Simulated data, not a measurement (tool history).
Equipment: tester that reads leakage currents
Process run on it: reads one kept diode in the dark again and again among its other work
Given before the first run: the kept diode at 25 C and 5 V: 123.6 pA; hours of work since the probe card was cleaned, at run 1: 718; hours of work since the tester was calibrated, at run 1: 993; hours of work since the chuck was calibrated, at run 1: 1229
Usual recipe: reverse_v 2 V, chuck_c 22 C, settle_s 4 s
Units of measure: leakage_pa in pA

run	hour	reverse_v	chuck_c	settle_s	hours of work since the probe card was cleaned	hours of work since the tester was calibrated	hours of work since the chuck was calibrated	leakage_pa
1	0	2	22	4	718	993	1229	70.18
2	45.2	2	22	4	738	1014	1249	70.39
3	89.2	2	22	4	758	1034	1269	70.2
4	137.5	2	22	4	780	1055	1291	70.37
5	173.6	2	22	4	796	1072	1307	70.67
6	202.9	8.11	22	4	810	1085	1320	118.89
7	232.4	2.95	22	4	823	1098	1334	81.48
8	259	2	34	4	835	1110	1346	207.64
9	288.6	2	22	1.55	848	1124	1359	70.77
10	309.3	2	22	1.55	858	1133	1368	70.86
11	357.5	2	22	9.87	879	1155	1390	70.51
12	396.3	2	22	9.87	897	1172	1408	70.65
13	424.4	2	22	9.87	910	1185	1420	70.7
14	468.5	2	22	9.87	929	1205	1440	70.7
15	515.3	2	22	9.87	951	1226	1461	71.01
16	558.9	18.98	22	4	970	1246	1481	168.73
17	589.7	1.12	43	4	984	1259	1495	359.8
18	633.9	5.41	30	4	1004	1279	1515	210.31
19	683	7.81	60	4	1026	1302	1537	2734.61
20	716.2	7.81	60	4	1041	1317	1552	2746.09
21	758	7.81	26	0.46	1060	1335	1571	173.05
22	784.7	1.85	59	0.33	1072	1347	1583	1516.88

Estimate the outcome of run 23 from the log above:
23	823.3	9.74	22	4	1090	1365	1600	?

{"run 23": {"leakage_pa": 130.56}}
The same run, on a tool lacking any hidden state, would have yielded leakage_pa 118.61 pA.
